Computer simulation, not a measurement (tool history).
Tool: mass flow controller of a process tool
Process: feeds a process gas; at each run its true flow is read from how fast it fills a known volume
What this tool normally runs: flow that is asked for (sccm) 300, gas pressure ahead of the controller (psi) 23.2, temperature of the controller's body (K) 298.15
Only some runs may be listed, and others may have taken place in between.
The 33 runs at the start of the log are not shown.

run    hour  flow that is asked for (sccm)  gas pressure ahead of the controller (psi)  temperature of the controller's body (K)  true flow (%)
 34  7025.2                            489                                        32.5                                    297.15          96.96
 35  7308.6                            489                                        26.8                                    297.15          96.78
 36  7497.6                            489                                        26.8                                    297.15          96.66
 37  7741.4                            489                                        26.8                                    297.15          96.61
 38  7917.8                            300                                        23.2                                    309.15          96.89
 39  8068.6                            300                                        23.2                                    309.15          97.04
 40  8377.6                            162                                          35                                    301.15          94.01
 41  8597.9                            546                                        23.2                                    298.15          96.77
 42  8733.7                            300                                        25.2                                    298.15           95.4
 43  8984.8                            330                                        23.2                                    297.15          95.43
 44  9190.7                            330                                        23.2                                    297.15          95.51
 45  9390.6                            330                                        23.2                                    297.15          95.25
 46  9628.7                            330                                        23.2                                    297.15          95.14
 47  9803.9                            269                                        40.6                                    298.15          94.95
 48  9967.9                            269                                        36.4                                    300.15          95.22

Here are 4 independent what-if runs from the current tool condition. What would each one return?
  A  10121.2                            300                                        22.8                                    302.15              ?
  B  10121.2                            154                                        27.6                                    298.15              ?
  C  10121.2                            269                                        26.1                                    303.15              ?
  D  10121.2                            207                                        21.2                                    297.15              ?

run  true flow (%)
  A          95.43
  B           92.5
  C          95.35
  D          93.55
Without the tool's hidden state the same runs would have given:
run  true flow (%)
  A          99.81
  B          99.39
  C         100.04
  D          99.12

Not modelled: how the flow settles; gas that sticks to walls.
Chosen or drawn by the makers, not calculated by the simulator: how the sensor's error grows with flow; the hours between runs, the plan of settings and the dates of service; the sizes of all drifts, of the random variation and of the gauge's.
